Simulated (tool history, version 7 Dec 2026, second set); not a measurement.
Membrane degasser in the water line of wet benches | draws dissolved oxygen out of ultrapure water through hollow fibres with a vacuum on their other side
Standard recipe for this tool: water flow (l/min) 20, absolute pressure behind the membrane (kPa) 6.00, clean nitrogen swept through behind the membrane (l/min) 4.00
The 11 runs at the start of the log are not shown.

run,hour,water flow (l/min),absolute pressure behind the membrane (kPa),clean nitrogen swept through behind the membrane (l/min),hours since the membrane was changed,hours since the vacuum gauge was calibrated,hours since the vacuum lines were made tight,dissolved oxygen in the water behind the degasser (ppb),pressure that the water loses in the fibres (kPa)
12,1654.6,28,6.00,10.53,4632,4306,729,57.9,64.31
13,1756.6,28,6.00,10.53,4734,4408,831,57.4,64.11
14,1848.6,28,6.00,10.53,4826,4500,923,57.5,64.30
15,1965.0,28,6.00,10.53,4943,4616,1040,57.4,64.33
16,2095.0,28,6.00,10.53,5073,4746,1170,57.6,64.12
17,2279.6,14,6.00,2.34,5257,4931,1354,44.2,32.10
# hour 2417.7: vacuum gauge calibrated
18,2444.9,20,4.75,4.00,5422,27,1519,28.4,46.12
19,2541.6,31,4.75,2.15,5519,124,1616,108.7,71.14
20,2675.1,29,4.15,6.07,5652,257,1749,55.9,66.58
21,2871.4,29,4.15,6.07,5849,454,1946,56.7,66.49
22,3002.9,29,4.15,6.07,5980,585,2077,55.7,66.63
23,3100.7,15,3.65,2.23,6078,683,2175,9.8,34.59
24,3195.6,19,3.99,2.26,6173,778,2270,23.7,43.62
25,3291.5,14,4.34,8.03,6269,874,2366,6.3,32.20
26,3431.9,19,10.05,6.28,6409,1014,2506,58.9,43.69
27,3590.0,19,10.05,6.28,6567,1172,2664,58.8,43.85
28,3749.2,19,5.58,1.68,6727,1331,2823,71.2,43.97
29,3896.8,19,5.58,1.68,6874,1479,2971,71.6,43.87

What will run 30 give?
30,4087.5,19,5.97,2.88,7065,1670,3162,?,?

Logged for run 30: dissolved oxygen in the water behind the degasser (ppb) 52.7, pressure that the water loses in the fibres (kPa) 43.72.
With no hidden state in the tool, this same run would have given dissolved oxygen in the water behind the degasser (ppb) 50.2, pressure that the water loses in the fibres (kPa) 42.83.

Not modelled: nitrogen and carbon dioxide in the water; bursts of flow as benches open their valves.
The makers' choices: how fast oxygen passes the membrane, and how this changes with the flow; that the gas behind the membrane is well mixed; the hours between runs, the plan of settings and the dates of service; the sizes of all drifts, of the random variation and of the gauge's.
